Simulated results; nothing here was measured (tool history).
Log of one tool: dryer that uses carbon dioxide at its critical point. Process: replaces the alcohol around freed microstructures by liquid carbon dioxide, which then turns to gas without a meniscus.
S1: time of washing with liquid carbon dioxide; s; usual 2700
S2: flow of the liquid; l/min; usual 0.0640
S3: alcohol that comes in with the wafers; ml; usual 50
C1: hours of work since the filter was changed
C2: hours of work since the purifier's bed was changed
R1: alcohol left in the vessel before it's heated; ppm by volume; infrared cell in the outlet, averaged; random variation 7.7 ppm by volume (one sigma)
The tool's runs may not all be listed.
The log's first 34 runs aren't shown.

Run 35, day 40.071: usual settings but S1 2580 s, S2 0.0414 l/min, S3 45 ml; C1 24; C2 926. Result: R1 3400 ppm by volume.
Run 36, day 41.229: usual settings but S1 3120 s, S2 0.0521 l/min, S3 29 ml; C1 41; C2 943. Result: R1 611 ppm by volume.
Run 37, day 42.250: usual settings but S1 3420 s, S2 0.0808 l/min, S3 72 ml; C1 56; C2 958. Result: R1 274 ppm by volume.
Run 38, day 42.971: usual settings but S1 1920 s, S2 0.0808 l/min, S3 72 ml; C1 66; C2 968. Result: R1 1408 ppm by volume.
Run 39, day 43.796: usual settings but S1 4260 s, S2 0.0384 l/min; C1 78; C2 980. Result: R1 911 ppm by volume.
Run 40, day 44.650: usual settings but S1 4260 s, S2 0.0384 l/min; C1 91; C2 992. Result: R1 929 ppm by volume.
Run 41, day 46.188: usual settings but S1 4260 s, S2 0.0384 l/min; C1 113; C2 1015. Result: R1 961 ppm by volume.
Run 42, day 46.879: usual settings but S2 0.0537 l/min, S3 29 ml; C1 123; C2 1025. Result: R1 957 ppm by volume.
Run 43, day 47.638: usual settings but S2 0.0537 l/min, S3 29 ml; C1 134; C2 1036. Result: R1 973 ppm by volume.
Run 44, day 48.333: usual settings but S2 0.0537 l/min, S3 29 ml; C1 144; C2 1046. Result: R1 991 ppm by volume.
Run 45, day 49.579: usual settings but S1 3840 s, S2 0.0469 l/min, S3 71 ml; C1 162; C2 1064. Result: R1 906 ppm by volume.
Run 46, day 50.646: usual settings but S1 3840 s, S2 0.0878 l/min, S3 44 ml; C1 177; C2 1079. Result: R1 275 ppm by volume.
Run 47, day 51.967: usual settings but S1 3840 s, S2 0.0878 l/min, S3 44 ml; C1 196; C2 1098. Result: R1 276 ppm by volume.

4 ways to go on from here, each from the tool as it stands after run 47. What would each give?
Run A, day 53.254: usual settings but S1 2940 s, S2 0.0842 l/min, S3 81 ml; C1 215; C2 1117. Result: R1 ?.
Run B, day 53.254: usual settings but S2 0.0581 l/min, S3 97 ml; C1 215; C2 1117. Result: R1 ?.
Run C, day 53.254: usual settings but S1 3180 s; C1 215; C2 1117. Result: R1 ?.
Run D, day 53.254: usual settings but S1 3480 s, S2 0.0585 l/min, S3 37 ml; C1 215; C2 1117. Result: R1 ?.

run    R1
  A   377
  B  2207
  C   530
  D   464
Without the tool's hidden state the same runs would have given:
run    R1
  A    52
  B  1280
  C   148
  D   111

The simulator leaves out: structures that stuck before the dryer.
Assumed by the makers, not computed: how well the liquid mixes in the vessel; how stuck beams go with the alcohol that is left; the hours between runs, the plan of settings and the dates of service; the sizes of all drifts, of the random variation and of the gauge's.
